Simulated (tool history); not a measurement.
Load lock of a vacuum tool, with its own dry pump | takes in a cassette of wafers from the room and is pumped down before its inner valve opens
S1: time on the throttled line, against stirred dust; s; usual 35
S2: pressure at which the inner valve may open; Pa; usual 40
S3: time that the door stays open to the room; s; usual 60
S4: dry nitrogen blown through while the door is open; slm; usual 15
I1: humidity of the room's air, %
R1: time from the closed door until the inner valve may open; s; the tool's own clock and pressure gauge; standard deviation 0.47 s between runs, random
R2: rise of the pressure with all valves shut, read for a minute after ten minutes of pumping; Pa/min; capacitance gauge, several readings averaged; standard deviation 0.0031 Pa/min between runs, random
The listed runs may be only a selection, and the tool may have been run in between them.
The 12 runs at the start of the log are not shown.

run 13 hour=3607.2 | S1=35 S2=40 S3=55 S4=15 | I1=43.9 | R1=59.6 R2=0.054
run 14 hour=3947.3 | S1=35 S2=40 S3=55 S4=15 | I1=44.5 | R1=59.2 R2=0.057
run 15 hour=4130.8 | S1=35 S2=40 S3=55 S4=15 | I1=45.8 | R1=59.3 R2=0.060
run 16 hour=4343.0 | S1=35 S2=40 S3=60 S4=15 | I1=44.8 | R1=58.5 R2=0.066
run 17 hour=4658.4 | S1=35 S2=40 S3=60 S4=15 | I1=42.1 | R1=59.8 R2=0.055
run 18 hour=4944.0 | S1=35 S2=40 S3=60 S4=15 | I1=48.6 | R1=59.0 R2=0.066
run 19 hour=5169.9 | S1=52 S2=40 S3=60 S4=15 | I1=45.0 | R1=72.6 R2=0.063
run 20 hour=5495.2 | S1=52 S2=40 S3=60 S4=15 | I1=45.8 | R1=73.0 R2=0.058
run 21 hour=5801.5 | S1=53 S2=40 S3=163 S4=29 | I1=45.2 | R1=73.5 R2=0.105
run 22 hour=6146.5 | S1=61 S2=37 S3=60 S4=15 | I1=39.8 | R1=81.3 R2=0.052
run 23 hour=6313.2 | S1=24 S2=37 S3=29 S4=15 | I1=46.8 | R1=50.8 R2=0.039
run 24 hour=6585.6 | S1=50 S2=40 S3=60 S4=15 | I1=43.9 | R1=70.5 R2=0.061
run 25 hour=6749.8 | S1=50 S2=43 S3=58 S4=15 | I1=46.8 | R1=70.7 R2=0.062
run 26 hour=7065.1 | S1=33 S2=40 S3=60 S4=15 | I1=46.6 | R1=58.7 R2=0.062
run 27 hour=7337.9 | S1=33 S2=40 S3=60 S4=15 | I1=44.4 | R1=57.1 R2=0.061
run 28 hour=7639.6 | S1=33 S2=48 S3=60 S4=15 | I1=47.8 | R1=57.0 R2=0.070
run 29 hour=7844.7 | S1=43 S2=48 S3=60 S4=16 | I1=41.6 | R1=64.2 R2=0.052
run 30 hour=8188.5 | S1=43 S2=48 S3=60 S4=16 | I1=42.8 | R1=64.4 R2=0.056
run 31 hour=8370.0 | S1=43 S2=48 S3=60 S4=16 | I1=44.6 | R1=65.0 R2=0.064
run 32 hour=8638.3 | S1=22 S2=30 S3=60 S4=6 | I1=43.6 | R1=49.2 R2=0.076
run 33 hour=8866.4 | S1=67 S2=30 S3=26 S4=13 | I1=48.8 | R1=85.8 R2=0.039
run 34 hour=9129.2 | S1=35 S2=36 S3=88 S4=25 | I1=43.3 | R1=59.6 R2=0.068
run 35 hour=9403.7 | S1=36 S2=40 S3=60 S4=15 | I1=48.8 | R1=60.0 R2=0.063
run 36 hour=9747.4 | S1=35 S2=40 S3=60 S4=16 | I1=47.5 | R1=59.1 R2=0.063
run 37 hour=10052.1 | S1=69 S2=40 S3=60 S4=25 | I1=46.6 | R1=85.7 R2=0.059

Consider 4 possible next runs. They are alternatives, not a sequence: every one starts from the tool as it was left by run 37. What does each give?
run A hour=10400.1 | S1=29 S2=40 S3=60 S4=25 | I1=46.2 | R1=? R2=?
run B hour=10400.1 | S1=35 S2=45 S3=176 S4=15 | I1=41.3 | R1=? R2=?
run C hour=10400.1 | S1=64 S2=40 S3=60 S4=32 | I1=45.6 | R1=? R2=?
run D hour=10400.1 | S1=38 S2=40 S3=60 S4=5 | I1=44.9 | R1=? R2=?

run=A R1=54.8 R2=0.051
run=B R1=58.6 R2=0.128
run=C R1=82.1 R2=0.044
run=D R1=60.9 R2=0.071
What these runs would have given with no unlogged condition in the tool:
run=A R1=54.8 R2=0.050
run=B R1=58.6 R2=0.128
run=C R1=82.1 R2=0.043
run=D R1=60.9 R2=0.070

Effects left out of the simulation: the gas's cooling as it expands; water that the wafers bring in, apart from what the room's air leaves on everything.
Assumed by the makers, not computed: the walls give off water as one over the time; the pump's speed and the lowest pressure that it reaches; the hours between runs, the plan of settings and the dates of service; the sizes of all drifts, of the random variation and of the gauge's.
